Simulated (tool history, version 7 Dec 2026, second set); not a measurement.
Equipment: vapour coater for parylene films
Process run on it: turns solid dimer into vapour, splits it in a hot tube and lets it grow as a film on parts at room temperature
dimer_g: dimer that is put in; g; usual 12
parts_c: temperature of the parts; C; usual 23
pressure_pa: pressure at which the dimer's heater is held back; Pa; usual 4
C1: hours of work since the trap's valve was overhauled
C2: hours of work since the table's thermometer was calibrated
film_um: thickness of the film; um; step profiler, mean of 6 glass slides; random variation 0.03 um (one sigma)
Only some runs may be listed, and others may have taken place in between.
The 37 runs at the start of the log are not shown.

Run 38, hour 1387: usual settings but dimer_g 10 g, pressure_pa 2.29 Pa; C1 462; C2 171. Result: film_um 2.29 um.
Run 39, hour 1420.6: usual settings but dimer_g 10 g, parts_c 26 C; C1 485; C2 194. Result: film_um 1.92 um.
Run 40, hour 1445.3: usual settings but dimer_g 9 g, parts_c 34 C; C1 502; C2 211. Result: film_um 1.46 um.
Run 41, hour 1476.5: usual settings but dimer_g 10 g, parts_c 34 C, pressure_pa 4.48 Pa; C1 523; C2 232. Result: film_um 1.5 um.
Run 42, hour 1501.3: usual settings but dimer_g 10 g, parts_c 34 C, pressure_pa 4.48 Pa; C1 540; C2 249. Result: film_um 1.56 um.
Run 43, hour 1524.6: usual settings but dimer_g 15 g, parts_c 20 C, pressure_pa 7.91 Pa; C1 556; C2 265. Result: film_um 2.77 um.
At hour 1539.2: trap's valve overhauled.
Run 44, hour 1565.5: usual settings but dimer_g 15 g, parts_c 20 C, pressure_pa 7.91 Pa; C1 18; C2 290. Result: film_um 3.05 um.
Run 45, hour 1617: usual settings; C1 53; C2 326. Result: film_um 2.65 um.
Run 46, hour 1655.3: usual settings but dimer_g 15 g, pressure_pa 2.21 Pa; C1 79; C2 352. Result: film_um 3.75 um.

Alternative continuations, all from the tool just after run 46; predict every row:
Run A, hour 1708.7: usual settings but dimer_g 15 g, parts_c 18 C, pressure_pa 2.21 Pa; C1 116; C2 388. Result: film_um ?.
Run B, hour 1708.7: usual settings but dimer_g 19 g; C1 116; C2 388. Result: film_um ?.
Run C, hour 1708.7: usual settings but dimer_g 17 g, pressure_pa 6.57 Pa; C1 116; C2 388. Result: film_um ?.
Run D, hour 1708.7: usual settings but dimer_g 14 g, parts_c 18 C, pressure_pa 2.46 Pa; C1 116; C2 388. Result: film_um ?.
Run E, hour 1708.7: usual settings but parts_c 30 C; C1 116; C2 388. Result: film_um ?.

run  film_um
  A     4.14
  B     4.16
  C     3.34
  D     3.81
  E     2.26
Had the tool no hidden state, the same runs would have come out as:
run  film_um
  A     4.26
  B     4.28
  C     3.44
  D     3.92
  E     2.32

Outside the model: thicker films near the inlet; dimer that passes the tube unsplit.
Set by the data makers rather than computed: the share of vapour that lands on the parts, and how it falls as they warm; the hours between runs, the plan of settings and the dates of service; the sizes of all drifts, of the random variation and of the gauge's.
